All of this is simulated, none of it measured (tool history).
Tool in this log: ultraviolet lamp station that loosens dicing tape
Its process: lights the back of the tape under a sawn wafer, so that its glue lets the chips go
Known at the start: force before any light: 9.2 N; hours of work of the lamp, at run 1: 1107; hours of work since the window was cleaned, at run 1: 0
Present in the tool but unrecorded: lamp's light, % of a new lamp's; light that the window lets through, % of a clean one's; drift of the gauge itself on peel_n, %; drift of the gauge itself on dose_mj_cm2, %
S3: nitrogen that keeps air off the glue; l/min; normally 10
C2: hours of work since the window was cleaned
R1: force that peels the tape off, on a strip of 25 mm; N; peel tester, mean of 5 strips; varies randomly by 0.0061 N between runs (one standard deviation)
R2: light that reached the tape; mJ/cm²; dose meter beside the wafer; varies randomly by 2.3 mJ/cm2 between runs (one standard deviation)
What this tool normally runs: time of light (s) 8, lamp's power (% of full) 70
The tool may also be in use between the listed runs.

Run 1, hour 0.0: usual settings; hours of work of the lamp 1107; C2 0. Result: R1 0.374 N, R2 189 mJ/cm².
Run 2, hour 70.8: usual settings; hours of work of the lamp 1136; C2 29. Result: R1 0.373 N, R2 182 mJ/cm².
Run 3, hour 146.6: usual settings; hours of work of the lamp 1166; C2 59. Result: R1 0.391 N, R2 180 mJ/cm².
Run 4, hour 245.6: usual settings; hours of work of the lamp 1207; C2 100. Result: R1 0.426 N, R2 178 mJ/cm².
Run 5, hour 341.3: usual settings; hours of work of the lamp 1245; C2 139. Result: R1 0.432 N, R2 173 mJ/cm².
Run 6, hour 419.6: usual settings; hours of work of the lamp 1277; C2 170. Result: R1 0.455 N, R2 171 mJ/cm².
Run 7, hour 489.0: usual settings; hours of work of the lamp 1305; C2 198. Result: R1 0.467 N, R2 175 mJ/cm².
Run 8, hour 583.7: usual settings; hours of work of the lamp 1344; C2 237. Result: R1 0.515 N, R2 169 mJ/cm².
Run 9, hour 623.7: usual settings; hours of work of the lamp 1360; C2 253. Result: R1 0.506 N, R2 168 mJ/cm².
Run 10, hour 680.1: usual settings; hours of work of the lamp 1383; C2 276. Result: R1 0.524 N, R2 164 mJ/cm².
Run 11, hour 734.0: usual settings but lamp's power (% of full) 79; hours of work of the lamp 1405; C2 298. Result: R1 0.392 N, R2 184 mJ/cm².
Run 12, hour 781.0: usual settings but lamp's power (% of full) 79; hours of work of the lamp 1424; C2 317. Result: R1 0.406 N, R2 179 mJ/cm².
Run 13, hour 847.6: usual settings but lamp's power (% of full) 79; hours of work of the lamp 1451; C2 344. Result: R1 0.423 N, R2 177 mJ/cm².
Run 14, hour 899.3: usual settings but lamp's power (% of full) 79; hours of work of the lamp 1472; C2 365. Result: R1 0.409 N, R2 175 mJ/cm².
Run 15, hour 960.5: usual settings but S3 6 l/min; hours of work of the lamp 1497; C2 390. Result: R1 0.834 N, R2 155 mJ/cm².
Run 16, hour 1053.5: usual settings but lamp's power (% of full) 79, S3 6 l/min; hours of work of the lamp 1534; C2 427. Result: R1 0.682 N, R2 169 mJ/cm².
Run 17, hour 1104.7: usual settings but lamp's power (% of full) 79, S3 6 l/min; hours of work of the lamp 1555; C2 448. Result: R1 0.691 N, R2 173 mJ/cm².
At hour 1137.1: window cleaned of glue's vapour.
Run 18, hour 1166.3: usual settings but lamp's power (% of full) 79, S3 6 l/min; hours of work of the lamp 1580; C2 12. Result: R1 0.502 N, R2 187 mJ/cm².
Run 19, hour 1232.6: usual settings but lamp's power (% of full) 89; hours of work of the lamp 1607; C2 39. Result: R1 0.285 N, R2 205 mJ/cm².
Run 20, hour 1319.2: usual settings but lamp's power (% of full) 89; hours of work of the lamp 1642; C2 74. Result: R1 0.289 N, R2 207 mJ/cm².
Run 21, hour 1370.8: usual settings but lamp's power (% of full) 89; hours of work of the lamp 1663; C2 95. Result: R1 0.292 N, R2 203 mJ/cm².
Run 22, hour 1443.5: usual settings but S3 17 l/min; hours of work of the lamp 1693; C2 124. Result: R1 0.444 N, R2 156 mJ/cm².
Run 23, hour 1523.9: usual settings but S3 17 l/min; hours of work of the lamp 1725; C2 157. Result: R1 0.462 N, R2 154 mJ/cm².
Run 24, hour 1591.2: usual settings but time of light (s) 11, lamp's power (% of full) 64, S3 14 l/min; hours of work of the lamp 1752; C2 184. Result: R1 0.289 N, R2 193 mJ/cm².
Run 25, hour 1677.0: usual settings but time of light (s) 6, S3 4 l/min; hours of work of the lamp 1787; C2 219. Result: R1 1.989 N, R2 115 mJ/cm².
Run 26, hour 1737.3: usual settings but time of light (s) 10, S3 4 l/min; hours of work of the lamp 1812; C2 244. Result: R1 0.756 N, R2 179 mJ/cm².
At hour 1755.2: lamp changed.
Run 27, hour 1823.2: usual settings but time of light (s) 10, S3 4 l/min; hours of work of the lamp 28; C2 278. Result: R1 0.239 N, R2 281 mJ/cm².
Run 28, hour 1921.5: usual settings but time of light (s) 5, S3 11 l/min; hours of work of the lamp 67; C2 318. Result: R1 0.762 N, R2 139 mJ/cm².
Run 29, hour 2019.4: usual settings but time of light (s) 5, lamp's power (% of full) 87; hours of work of the lamp 107; C2 358. Result: R1 0.508 N, R2 172 mJ/cm².
Run 30, hour 2099.0: usual settings but time of light (s) 14, lamp's power (% of full) 83, S3 11 l/min; hours of work of the lamp 140; C2 390. Result: R1 0.063 N, R2 441 mJ/cm².
Run 31, hour 2173.8: usual settings but time of light (s) 14, lamp's power (% of full) 83, S3 11 l/min; hours of work of the lamp 170; C2 420. Result: R1 0.062 N, R2 439 mJ/cm².
Run 32, hour 2259.2: usual settings but time of light (s) 14, lamp's power (% of full) 83, S3 11 l/min; hours of work of the lamp 205; C2 455. Result: R1 0.067 N, R2 435 mJ/cm².
At hour 2274.0: window cleaned of glue's vapour.
Run 33, hour 2356.7: usual settings but lamp's power (% of full) 77, S3 4 l/min; hours of work of the lamp 244; C2 34. Result: R1 0.342 N, R2 253 mJ/cm².
Run 34, hour 2400.0: usual settings but time of light (s) 5, lamp's power (% of full) 67, S3 11 l/min; hours of work of the lamp 261; C2 51. Result: R1 0.838 N, R2 135 mJ/cm².
Run 35, hour 2482.0: usual settings but time of light (s) 5, lamp's power (% of full) 67, S3 11 l/min; hours of work of the lamp 295; C2 84. Result: R1 0.852 N, R2 134 mJ/cm².
Run 36, hour 2549.1: usual settings but lamp's power (% of full) 64, S3 3 l/min; hours of work of the lamp 322; C2 112. Result: R1 0.729 N, R2 200 mJ/cm².
Run 37, hour 2621.1: usual settings but time of light (s) 6, lamp's power (% of full) 64, S3 13 l/min; hours of work of the lamp 351; C2 141. Result: R1 0.595 N, R2 154 mJ/cm².
Run 38, hour 2691.9: usual settings but time of light (s) 6, lamp's power (% of full) 64, S3 13 l/min; hours of work of the lamp 380; C2 170. Result: R1 0.591 N, R2 146 mJ/cm².
Run 39, hour 2768.2: usual settings but time of light (s) 7, lamp's power (% of full) 64, S3 13 l/min; hours of work of the lamp 411; C2 201. Result: R1 0.412 N, R2 169 mJ/cm².
Run 40, hour 2849.1: usual settings but time of light (s) 5, lamp's power (% of full) 80, S3 12 l/min; hours of work of the lamp 444; C2 233. Result: R1 0.592 N, R2 148 mJ/cm².
Run 41, hour 2924.2: usual settings but time of light (s) 5, lamp's power (% of full) 80, S3 12 l/min; hours of work of the lamp 474; C2 264. Result: R1 0.622 N, R2 149 mJ/cm².
Run 42, hour 2992.2: usual settings but time of light (s) 14, lamp's power (% of full) 80, S3 12 l/min; hours of work of the lamp 502; C2 291. Result: R1 0.064 N, R2 407 mJ/cm².
Run 43, hour 3069.3: usual settings but time of light (s) 6, lamp's power (% of full) 87, S3 17 l/min; hours of work of the lamp 533; C2 323. Result: R1 0.269 N, R2 182 mJ/cm².

Across each entry between runs, compare the hidden state at the last listed run before it with the hidden state at the first listed run after it:
Between runs 17 and 18: window cleaned of glue's vapour (hour 1137.1)
  lamp's light, % of a new lamp's: 69.5 -> 69; light that the window lets through, % of a clean one's: 90.3 -> 99.5
  what was measured, less what the result would be without the hidden state, R1: +0.499 -> +0.332 N; R2: -101 -> -85 mJ/cm²
Between runs 26 and 27: lamp changed (hour 1755.2)
  lamp's light, % of a new lamp's: 64.6 -> 98.9; light that the window lets through, % of a clean one's: 94.7 -> 94
  what was measured, less what the result would be without the hidden state, R1: +0.558 -> +0.046 N; R2: -116 -> -21 mJ/cm²
Between runs 32 and 33: window cleaned of glue's vapour (hour 2274.0)
  lamp's light, % of a new lamp's: 95.6 -> 94.8; light that the window lets through, % of a clean one's: 90.2 -> 99.2
  what was measured, less what the result would be without the hidden state, R1: +0.002 -> +0.055 N; R2: -69 -> -15 mJ/cm²
